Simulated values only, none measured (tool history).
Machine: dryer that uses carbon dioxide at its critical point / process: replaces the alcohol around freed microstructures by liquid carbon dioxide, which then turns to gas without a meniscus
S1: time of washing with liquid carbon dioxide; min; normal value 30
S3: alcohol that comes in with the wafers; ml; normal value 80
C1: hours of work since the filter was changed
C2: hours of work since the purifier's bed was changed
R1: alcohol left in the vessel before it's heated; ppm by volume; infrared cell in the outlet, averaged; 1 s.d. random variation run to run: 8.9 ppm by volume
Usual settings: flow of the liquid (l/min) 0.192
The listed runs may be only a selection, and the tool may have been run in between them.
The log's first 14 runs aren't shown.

{"run": 15, "hour": 630.3, "S1": 30, "flow of the liquid (l/min)": 0.256, "S3": 80, "C1": 312, "C2": 1339, "R1": 322}
{"hour": 637.7, "done": "purifier's bed changed"}
{"run": 16, "hour": 680.4, "S1": 30, "flow of the liquid (l/min)": 0.192, "S3": 80, "C1": 342, "C2": 27, "R1": 768}
{"run": 17, "hour": 723.2, "S1": 30, "flow of the liquid (l/min)": 0.12, "S3": 80, "C1": 370, "C2": 55, "R1": 4656}
{"run": 18, "hour": 768.7, "S1": 30, "flow of the liquid (l/min)": 0.192, "S3": 80, "C1": 399, "C2": 84, "R1": 810}
{"run": 19, "hour": 797.9, "S1": 44, "flow of the liquid (l/min)": 0.192, "S3": 80, "C1": 417, "C2": 102, "R1": 123}
{"run": 20, "hour": 826.3, "S1": 44, "flow of the liquid (l/min)": 0.294, "S3": 80, "C1": 435, "C2": 120, "R1": 31}
{"run": 21, "hour": 879.3, "S1": 30, "flow of the liquid (l/min)": 0.288, "S3": 80, "C1": 469, "C2": 154, "R1": 121}
{"run": 22, "hour": 929.3, "S1": 35, "flow of the liquid (l/min)": 0.117, "S3": 97, "C1": 501, "C2": 186, "R1": 4238}
{"run": 23, "hour": 958.3, "S1": 30, "flow of the liquid (l/min)": 0.32, "S3": 80, "C1": 519, "C2": 204, "R1": 77}
{"run": 24, "hour": 990.4, "S1": 25, "flow of the liquid (l/min)": 0.155, "S3": 25, "C1": 540, "C2": 225, "R1": 1341}
{"run": 25, "hour": 1023.8, "S1": 19, "flow of the liquid (l/min)": 0.192, "S3": 38, "C1": 561, "C2": 246, "R1": 2435}
{"hour": 1049.3, "done": "inlet filter changed"}
{"run": 26, "hour": 1070.1, "S1": 19, "flow of the liquid (l/min)": 0.192, "S3": 38, "C1": 13, "C2": 275, "R1": 1555}

Estimate the outcome of run 27 from the log above:
{"run": 27, "hour": 1123.9, "S1": 30, "flow of the liquid (l/min)": 0.231, "S3": 51, "C1": 47, "C2": 309, "R1": "?"}

Run 27 yielded R1 153 ppm by volume.
If the tool had no hidden condition, the same run with the same run-to-run variation would have returned R1 104 ppm by volume.
